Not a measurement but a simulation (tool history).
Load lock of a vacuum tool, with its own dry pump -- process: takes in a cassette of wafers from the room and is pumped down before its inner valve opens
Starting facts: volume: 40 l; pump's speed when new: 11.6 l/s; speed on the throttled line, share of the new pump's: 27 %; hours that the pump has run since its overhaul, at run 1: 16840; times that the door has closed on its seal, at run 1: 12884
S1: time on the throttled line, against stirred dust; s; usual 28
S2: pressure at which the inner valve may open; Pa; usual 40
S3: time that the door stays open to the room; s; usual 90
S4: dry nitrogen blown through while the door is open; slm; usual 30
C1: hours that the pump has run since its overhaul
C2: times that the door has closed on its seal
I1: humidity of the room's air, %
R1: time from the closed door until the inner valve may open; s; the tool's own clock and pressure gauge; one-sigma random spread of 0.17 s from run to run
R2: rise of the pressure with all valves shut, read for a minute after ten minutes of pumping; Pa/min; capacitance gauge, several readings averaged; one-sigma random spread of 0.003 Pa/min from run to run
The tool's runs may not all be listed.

| run | hour | S1 | S2 | S3 | S4 | C1 | C2 | I1 | R1 | R2 |
|---|---|---|---|---|---|---|---|---|---|---|
| 1 | 0.0 | 28 | 40 | 90 | 30 | 16840 | 12884 | 46.8 | 50.8 | 0.062 |
| 2 | 402.0 | 28 | 40 | 90 | 30 | 17242 | 14509 | 40.3 | 50.8 | 0.065 |
| 3 | 683.0 | 28 | 50 | 90 | 30 | 17523 | 15646 | 43.4 | 49.5 | 0.073 |
| 4 | 1104.6 | 28 | 50 | 90 | 30 | 17944 | 17351 | 44.7 | 49.6 | 0.079 |
| 5 | 1427.0 | 28 | 40 | 90 | 30 | 18267 | 18655 | 45.2 | 50.6 | 0.077 |
| 6 | 1869.8 | 28 | 40 | 41 | 30 | 18710 | 20446 | 43.1 | 50.8 | 0.076 |
| 7 | 2228.8 | 28 | 40 | 41 | 30 | 19069 | 21898 | 43.3 | 50.6 | 0.087 |
| 8 | 2775.0 | 28 | 37 | 41 | 30 | 19615 | 24107 | 46.4 | 51.0 | 0.101 |
| 9 | 3186.2 | 28 | 75 | 90 | 30 | 20026 | 25770 | 46.8 | 48.3 | 0.115 |
| 10 | 3766.8 | 28 | 75 | 90 | 30 | 20607 | 28119 | 48.7 | 48.4 | 0.133 |
| 11 | 4303.0 | 16 | 40 | 90 | 30 | 21143 | 30287 | 43.1 | 43.3 | 0.139 |
|  | 4430.5 | dry pump taken out, an overhauled one fitted |
| 12 | 4943.0 | 16 | 53 | 90 | 30 | 512 | 32852 | 44.2 | 37.9 | 0.152 |
| 13 | 5391.8 | 16 | 53 | 90 | 30 | 961 | 34667 | 45.3 | 37.8 | 0.160 |
| 14 | 5833.4 | 16 | 53 | 90 | 30 | 1403 | 36453 | 43.4 | 37.7 | 0.172 |
| 15 | 6430.1 | 28 | 40 | 25 | 30 | 2000 | 38867 | 48.4 | 47.8 | 0.181 |
| 16 | 7093.9 | 28 | 40 | 90 | 30 | 2663 | 41551 | 45.2 | 47.7 | 0.212 |
| 17 | 7591.5 | 28 | 40 | 28 | 30 | 3161 | 43564 | 42.4 | 48.0 | 0.217 |
| 18 | 8263.2 | 28 | 40 | 90 | 30 | 3833 | 46281 | 47.6 | 47.9 | 0.240 |
| 19 | 8861.8 | 28 | 40 | 90 | 30 | 4431 | 48702 | 46.2 | 47.8 | 0.260 |
| 20 | 9331.1 | 28 | 40 | 90 | 30 | 4901 | 50600 | 45.1 | 48.2 | 0.274 |
| 21 | 9685.7 | 28 | 49 | 90 | 7 | 5255 | 52034 | 45.6 | 47.4 | 0.290 |
| 22 | 10009.9 | 28 | 28 | 25 | 17 | 5579 | 53345 | 45.4 | 49.6 | 0.290 |
| 23 | 10541.5 | 19 | 47 | 90 | 30 | 6111 | 55495 | 44.8 | 41.6 | 0.319 |
| 24 | 11216.1 | 33 | 30 | 68 | 20 | 6786 | 58224 | 42.3 | 53.0 | 0.329 |
| 25 | 11647.2 | 18 | 80 | 150 | 17 | 7217 | 59968 | 46.6 | 38.9 | 0.366 |
| 26 | 11950.9 | 18 | 36 | 180 | 24 | 7520 | 61196 | 44.6 | 42.1 | 0.381 |
| 27 | 12606.6 | 18 | 36 | 180 | 24 | 8176 | 63848 | 45.6 | 41.6 | 0.406 |
| 28 | 12991.7 | 28 | 53 | 34 | 30 | 8561 | 65406 | 43.7 | 47.5 | 0.406 |
| 29 | 13294.7 | 28 | 53 | 34 | 30 | 8864 | 66631 | 43.3 | 47.9 | 0.410 |
| 30 | 13800.2 | 28 | 53 | 34 | 30 | 9370 | 68676 | 45.7 | 48.1 | 0.442 |
| 31 | 14261.8 | 24 | 53 | 105 | 30 | 9831 | 70542 | 45.7 | 45.1 | 0.456 |
| 32 | 14839.3 | 24 | 53 | 105 | 30 | 10409 | 72878 | 46.4 | 45.1 | 0.499 |
|  | 15258.3 | door's seal changed, seat wiped |
| 33 | 15506.3 | 31 | 30 | 26 | 8 | 11074 | 1003 | 46.3 | 52.2 | 0.022 |
| 34 | 15899.0 | 31 | 30 | 26 | 8 | 11467 | 2591 | 47.3 | 52.5 | 0.020 |
| 35 | 16272.0 | 49 | 30 | 112 | 13 | 11840 | 4100 | 47.6 | 65.2 | 0.047 |
| 36 | 16726.6 | 49 | 30 | 112 | 13 | 12295 | 5939 | 43.1 | 65.6 | 0.047 |
| 37 | 17146.7 | 49 | 30 | 112 | 13 | 12715 | 7638 | 43.9 | 65.6 | 0.050 |

Branching from run 37: 3 alternative next runs. What would each branch give?
| A | 17559.2 | 37 | 30 | 112 | 13 | 13127 | 9306 | 48.8 | ? | ? |
| B | 17559.2 | 49 | 58 | 31 | 8 | 13127 | 9306 | 47.7 | ? | ? |
| C | 17559.2 | 28 | 40 | 125 | 4 | 13127 | 9306 | 45.7 | ? | ? |

| run | R1 | R2 |
|---|---|---|
| A | 57.0 | 0.056 |
| B | 63.0 | 0.047 |
| C | 49.5 | 0.073 |
Stripped of hidden state, with their random variation kept, the same runs would have yielded:
| run | R1 | R2 |
|---|---|---|
| A | 55.1 | 0.034 |
| B | 61.7 | 0.025 |
| C | 47.4 | 0.051 |
